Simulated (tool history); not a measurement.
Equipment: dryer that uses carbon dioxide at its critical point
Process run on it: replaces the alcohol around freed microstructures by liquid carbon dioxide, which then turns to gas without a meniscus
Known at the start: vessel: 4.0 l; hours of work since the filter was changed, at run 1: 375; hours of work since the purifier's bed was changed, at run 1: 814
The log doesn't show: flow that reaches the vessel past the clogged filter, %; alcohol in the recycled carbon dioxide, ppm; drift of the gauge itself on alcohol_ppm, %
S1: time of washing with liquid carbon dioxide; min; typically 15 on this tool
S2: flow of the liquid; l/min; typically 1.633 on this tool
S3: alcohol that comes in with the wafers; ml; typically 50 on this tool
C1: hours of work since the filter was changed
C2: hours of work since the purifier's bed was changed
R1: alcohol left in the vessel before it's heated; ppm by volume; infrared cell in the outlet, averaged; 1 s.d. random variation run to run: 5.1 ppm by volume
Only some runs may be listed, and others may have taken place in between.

run,hour,S1,S2,S3,C1,C2,R1
1,0.0,15,1.633,50,375,814,159
2,23.3,15,1.633,50,393,832,158
3,52.5,15,1.633,50,415,855,163
4,90.6,15,1.633,50,445,884,176
# hour 101.8: inlet filter changed
5,117.6,15,1.633,50,12,904,121
6,163.6,15,1.633,50,48,940,129
7,207.8,15,1.633,50,82,974,141
8,257.8,15,1.633,50,121,1013,154
9,290.6,22,1.633,50,146,1038,87
10,319.9,15,1.460,50,169,1061,217
11,360.0,15,1.460,50,199,1092,221
12,410.0,15,2.140,50,238,1130,105
13,444.2,15,2.140,50,264,1157,111
14,489.8,15,2.140,50,300,1192,106
15,524.9,15,2.140,50,327,1219,111
16,571.4,15,1.420,50,363,1255,278
17,597.4,15,1.633,50,383,1275,205
18,623.1,15,1.633,50,403,1295,187
19,664.5,15,1.140,50,435,1327,561
# hour 689.9: inlet filter changed
20,694.6,15,1.140,50,4,1349,412
21,737.8,15,1.140,50,37,1383,433
22,767.3,19,1.920,50,60,1405,127
# hour 817.6: purifier's bed changed
23,820.3,16,2.240,85,98,2,14
24,866.4,16,2.240,85,134,38,20
25,905.2,16,2.240,85,164,68,19
26,933.9,16,2.240,85,186,90,30
27,956.4,21,2.240,85,204,107,13
28,1004.8,21,1.310,85,241,145,85
29,1031.0,21,1.310,85,261,165,100
30,1075.6,21,1.310,85,296,199,90
31,1100.0,21,1.790,27,315,218,27
32,1131.0,21,1.633,37,339,242,28
33,1171.2,21,1.633,37,370,273,26
34,1214.8,15,1.010,66,403,307,924
35,1235.6,15,1.010,66,419,323,940
# hour 1279.4: inlet filter changed
36,1283.6,15,2.690,45,3,359,33
37,1330.9,12,1.670,50,40,396,191
38,1364.3,12,1.670,50,66,422,206
39,1400.3,12,1.670,50,93,449,195
40,1448.0,12,1.670,50,130,486,212
41,1486.1,13,1.770,68,160,516,175

For some of the steps in R1 from one run to the next: how much would appear even if the tool had no hidden state, given the settings, what came in and random variation, and how much remains for the hidden state plus any gauge scatter that the measured result and the result without hidden state don't share?
Run 18 -> 19: S2 1.633 -> 1.140. R1 +374 ppm by volume: hidden state +115, all else +259.
Run 19 -> 20: inlet filter changed. R1 -149 ppm by volume: hidden state -151, all else +2.
Run 33 -> 34: S1 21 -> 15, S2 1.633 -> 1.010, S3 37 -> 66. R1 +898 ppm by volume: hidden state +254, all else +644.
Run 35 -> 36: S2 1.010 -> 2.690, S3 66 -> 45, inlet filter changed. R1 -907 ppm by volume: hidden state -267, all else -640.
